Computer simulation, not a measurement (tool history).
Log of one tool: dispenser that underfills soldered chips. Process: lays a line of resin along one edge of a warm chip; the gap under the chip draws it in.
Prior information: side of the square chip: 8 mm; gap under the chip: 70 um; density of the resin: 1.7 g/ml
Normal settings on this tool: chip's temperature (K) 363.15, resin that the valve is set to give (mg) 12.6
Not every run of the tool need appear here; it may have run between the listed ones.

run     day  chip's temperature (K)  resin that the valve is set to give (mg)  time until the resin shows at the far edge (s)  resin that the valve gave (mg)
  1       0                  363.15                                      12.6                                            66.4                           12.52
  2   0.533                  363.15                                      12.6                                            66.1                           12.44
  3   1.029                  373.15                                      12.6                                            38.5                           12.17
  4   1.646                  373.15                                      12.6                                            38.3                           12.08
  5   1.962                  363.15                                      12.2                                            76.3                           11.74
  6   2.288                  363.15                                      12.2                                            59.7                            11.5
  7   2.954                  371.15                                      12.6                                            43.8                           11.86
  8   3.625                  371.15                                      12.6                                            45.9                           11.73
  9   4.292                  371.15                                      12.6                                              47                           12.51
 10   4.996                  371.15                                      12.6                                            52.7                           12.32
 11   5.738                  371.15                                      12.6                                            35.9                           12.17
 12   6.412                  371.15                                      12.6                                            36.2                           11.99
 13   6.779                  363.15                                      12.6                                            68.8                           11.94
 14   7.475                  363.15                                      12.6                                            75.4                           11.72
 15   8.004                  363.15                                      12.6                                              71                           11.74
 16   8.592                  357.15                                      12.6                                            86.6                           12.54
 17   9.125                  363.15                                      13.9                                              62                           13.67
 18   9.467                  363.15                                      13.9                                            51.1                           13.49
 19   9.775                  359.15                                      14.5                                            78.4                           14.12
 20  10.288                  359.15                                      14.5                                            74.7                           14.01
 21  10.729                  362.15                                      15.8                                            53.8                           15.11
 22  11.442                  377.15                                      16.1                                            32.5                           15.26
 23  11.946                  363.15                                      15.4                                            51.8                           14.34
 24  12.242                  348.15                                      13.4                                             137                           12.62
 25  12.679                  348.15                                      13.4                                           115.1                            13.4
 26  13.188                  352.15                                      14.1                                            83.6                           13.84
 27  13.512                  359.15                                      14.1                                            78.4                           13.88
 28  13.933                  367.15                                      16.2                                            49.4                           15.94
 29    14.5                  367.15                                      16.2                                            46.6                           15.78
 30  15.054                  350.15                                      12.1                                            96.3                           11.55
 31   15.45                  350.15                                      12.1                                           134.3                           11.58
 32    15.9                  363.15                                      14.4                                            65.6                           13.44

Put back what was entered between runs (29 entries, withheld): which listed runs does each sit between, and how does the hidden state differ from the listed run before to the listed run after?
Logged between run 1 and run 2: new syringe of resin (day 0.271)
  resin's viscosity, % of fresh resin's: 129 -> 125.1; dose that the valve gives, % of what is set: 98.93 -> 98.08; true chip temperature over the reading, C: 0.48 -> 0.54
  measured value less the no-hidden-state value, time until the resin shows at the far edge (s): +13.9 -> +12.1; resin that the valve gave (mg): -0.13 -> -0.25
Logged between run 2 and run 3: new syringe of resin (day 0.888)
  resin's viscosity, % of fresh resin's: 125.1 -> 110.7; dose that the valve gives, % of what is set: 98.08 -> 97.3; true chip temperature over the reading, C: 0.54 -> 0.6
  measured value less the no-hidden-state value, time until the resin shows at the far edge (s): +12.1 -> +2.9; resin that the valve gave (mg): -0.25 -> -0.33
Logged between run 3 and run 4: new syringe of resin (day 1.5)
  resin's viscosity, % of fresh resin's: 110.7 -> 113.3; dose that the valve gives, % of what is set: 97.3 -> 96.37; true chip temperature over the reading, C: 0.6 -> 0.67
  measured value less the no-hidden-state value, time until the resin shows at the far edge (s): +2.9 -> +3.7; resin that the valve gave (mg): -0.33 -> -0.46
Logged between run 5 and run 6: new syringe of resin (day 2.129)
  resin's viscosity, % of fresh resin's: 146.9 -> 114.4; dose that the valve gives, % of what is set: 95.86 -> 95.31; true chip temperature over the reading, C: 0.7 -> 0.74
  measured value less the no-hidden-state value, time until the resin shows at the far edge (s): +22.9 -> +6.1; resin that the valve gave (mg): -0.5 -> -0.57
Logged between run 6 and run 7: new syringe of resin (day 2.738)
  resin's viscosity, % of fresh resin's: 114.4 -> 118.9; dose that the valve gives, % of what is set: 95.31 -> 94.24; true chip temperature over the reading, C: 0.74 -> 0.81
  measured value less the no-hidden-state value, time until the resin shows at the far edge (s): +6.1 -> +5.9; resin that the valve gave (mg): -0.57 -> -0.72
Logged between run 7 and run 8: new syringe of resin (day 3.329)
  resin's viscosity, % of fresh resin's: 118.9 -> 126.3; dose that the valve gives, % of what is set: 94.24 -> 93.15; true chip temperature over the reading, C: 0.81 -> 0.89
  measured value less the no-hidden-state value, time until the resin shows at the far edge (s): +5.9 -> +8.5; resin that the valve gave (mg): -0.72 -> -0.87
Logged between run 8 and run 9: dispensing valve cleaned and set on the balance (day 3.796); new syringe of resin (day 3.958)
  resin's viscosity, % of fresh resin's: 126.3 -> 130.9; dose that the valve gives, % of what is set: 93.15 -> 99.26; true chip temperature over the reading, C: 0.89 -> 0.97
  measured value less the no-hidden-state value, time until the resin shows at the far edge (s): +8.5 -> +9.6; resin that the valve gave (mg): -0.87 -> -0.1
Logged between run 9 and run 10: new syringe of resin (day 4.538)
  resin's viscosity, % of fresh resin's: 130.9 -> 145.4; dose that the valve gives, % of what is set: 99.26 -> 98.14; true chip temperature over the reading, C: 0.97 -> 1.06
  measured value less the no-hidden-state value, time until the resin shows at the far edge (s): +9.6 -> +14.9; resin that the valve gave (mg): -0.1 -> -0.23
Logged between run 10 and run 11: new syringe of resin (day 5.138); new syringe of resin (day 5.738)
  resin's viscosity, % of fresh resin's: 145.4 -> 99.7; dose that the valve gives, % of what is set: 98.14 -> 96.96; true chip temperature over the reading, C: 1.06 -> 1.14
  measured value less the no-hidden-state value, time until the resin shows at the far edge (s): +14.9 -> -1.7; resin that the valve gave (mg): -0.23 -> -0.38
Logged between run 11 and run 12: new syringe of resin (day 6.379)
  resin's viscosity, % of fresh resin's: 99.7 -> 101.6; dose that the valve gives, % of what is set: 96.96 -> 95.88; true chip temperature over the reading, C: 1.14 -> 1.22
  measured value less the no-hidden-state value, time until the resin shows at the far edge (s): -1.7 -> -1.2; resin that the valve gave (mg): -0.38 -> -0.52
Logged between run 13 and run 14: new syringe of resin (day 6.983)
  resin's viscosity, % of fresh resin's: 136.8 -> 150.3; dose that the valve gives, % of what is set: 95.24 -> 94.03; true chip temperature over the reading, C: 1.26 -> 1.35
  measured value less the no-hidden-state value, time until the resin shows at the far edge (s): +15.8 -> +22.6; resin that the valve gave (mg): -0.6 -> -0.75
Logged between run 14 and run 15: new syringe of resin (day 7.6)
  resin's viscosity, % of fresh resin's: 150.3 -> 138; dose that the valve gives, % of what is set: 94.03 -> 93.15; true chip temperature over the reading, C: 1.35 -> 1.41
  measured value less the no-hidden-state value, time until the resin shows at the far edge (s): +22.6 -> +16.6; resin that the valve gave (mg): -0.75 -> -0.86
Logged between run 15 and run 16: dispensing valve cleaned and set on the balance (day 8.112); new syringe of resin (day 8.238)
  resin's viscosity, % of fresh resin's: 138 -> 132.1; dose that the valve gives, % of what is set: 93.15 -> 99.15; true chip temperature over the reading, C: 1.41 -> 1.47
  measured value less the no-hidden-state value, time until the resin shows at the far edge (s): +16.6 -> +16.4; resin that the valve gave (mg): -0.86 -> -0.1
Logged between run 16 and run 17: new syringe of resin (day 8.829)
  resin's viscosity, % of fresh resin's: 132.1 -> 126.8; dose that the valve gives, % of what is set: 99.15 -> 98.3; true chip temperature over the reading, C: 1.47 -> 1.53
  measured value less the no-hidden-state value, time until the resin shows at the far edge (s): +16.4 -> +9.7; resin that the valve gave (mg): -0.1 -> -0.23
Logged between run 17 and run 18: new syringe of resin (day 9.412)
  resin's viscosity, % of fresh resin's: 126.8 -> 103; dose that the valve gives, % of what is set: 98.3 -> 97.75; true chip temperature over the reading, C: 1.53 -> 1.57
  measured value less the no-hidden-state value, time until the resin shows at the far edge (s): +9.7 -> -2; resin that the valve gave (mg): -0.23 -> -0.31
Logged between run 19 and run 20: new syringe of resin (day 9.996)
  resin's viscosity, % of fresh resin's: 132.4 -> 128.1; dose that the valve gives, % of what is set: 97.2 -> 96.38; true chip temperature over the reading, C: 1.6 -> 1.66
  measured value less the no-hidden-state value, time until the resin shows at the far edge (s): +14.7 -> +11.9; resin that the valve gave (mg): -0.41 -> -0.53
Logged between run 20 and run 21: new syringe of resin (day 10.642)
  resin's viscosity, % of fresh resin's: 128.1 -> 105.6; dose that the valve gives, % of what is set: 96.38 -> 95.67; true chip temperature over the reading, C: 1.66 -> 1.71
  measured value less the no-hidden-state value, time until the resin shows at the far edge (s): +11.9 -> -1.2; resin that the valve gave (mg): -0.53 -> -0.69
Logged between run 21 and run 22: new syringe of resin (day 11.225)
  resin's viscosity, % of fresh resin's: 105.6 -> 119.4; dose that the valve gives, % of what is set: 95.67 -> 94.56; true chip temperature over the reading, C: 1.71 -> 1.8
  measured value less the no-hidden-state value, time until the resin shows at the far edge (s): -1.2 -> +3.2; resin that the valve gave (mg): -0.69 -> -0.88
Logged between run 22 and run 23: new syringe of resin (day 11.862)
  resin's viscosity, % of fresh resin's: 119.4 -> 106.8; dose that the valve gives, % of what is set: 94.56 -> 93.69; true chip temperature over the reading, C: 1.8 -> 1.86
  measured value less the no-hidden-state value, time until the resin shows at the far edge (s): +3.2 -> -0.8; resin that the valve gave (mg): -0.88 -> -0.96
Logged between run 24 and run 25: dispensing valve cleaned and set on the balance (day 12.4); new syringe of resin (day 12.5)
  resin's viscosity, % of fresh resin's: 136.3 -> 117.8; dose that the valve gives, % of what is set: 93.21 -> 99.55; true chip temperature over the reading, C: 1.89 -> 1.94
  measured value less the no-hidden-state value, time until the resin shows at the far edge (s): +27.5 -> +7.8; resin that the valve gave (mg): -0.91 -> -0.06
Logged between run 25 and run 26: new syringe of resin (day 13.125)
  resin's viscosity, % of fresh resin's: 117.8 -> 106; dose that the valve gives, % of what is set: 99.55 -> 98.74; true chip temperature over the reading, C: 1.94 -> 2
  measured value less the no-hidden-state value, time until the resin shows at the far edge (s): +7.8 -> -3.1; resin that the valve gave (mg): -0.06 -> -0.18
Logged between run 27 and run 28: new syringe of resin (day 13.712)
  resin's viscosity, % of fresh resin's: 138.4 -> 121.9; dose that the valve gives, % of what is set: 98.26 -> 97.57; true chip temperature over the reading, C: 2.04 -> 2.09
  measured value less the no-hidden-state value, time until the resin shows at the far edge (s): +16.4 -> +5.1; resin that the valve gave (mg): -0.24 -> -0.4
Logged between run 28 and run 29: new syringe of resin (day 14.317)
  resin's viscosity, % of fresh resin's: 121.9 -> 114.8; dose that the valve gives, % of what is set: 97.57 -> 96.62; true chip temperature over the reading, C: 2.09 -> 2.15
  measured value less the no-hidden-state value, time until the resin shows at the far edge (s): +5.1 -> +2.1; resin that the valve gave (mg): -0.4 -> -0.55
Logged between run 29 and run 30: new syringe of resin (day 14.917)
  resin's viscosity, % of fresh resin's: 114.8 -> 110.1; dose that the valve gives, % of what is set: 96.62 -> 95.67; true chip temperature over the reading, C: 2.15 -> 2.22
  measured value less the no-hidden-state value, time until the resin shows at the far edge (s): +2.1 -> -0.4; resin that the valve gave (mg): -0.55 -> -0.52
Logged between run 31 and run 32: new syringe of resin (day 15.521)
  resin's viscosity, % of fresh resin's: 152 -> 135.8; dose that the valve gives, % of what is set: 95.03 -> 94.31; true chip temperature over the reading, C: 2.26 -> 2.31
  measured value less the no-hidden-state value, time until the resin shows at the far edge (s): +36.4 -> +12.2; resin that the valve gave (mg): -0.6 -> -0.81
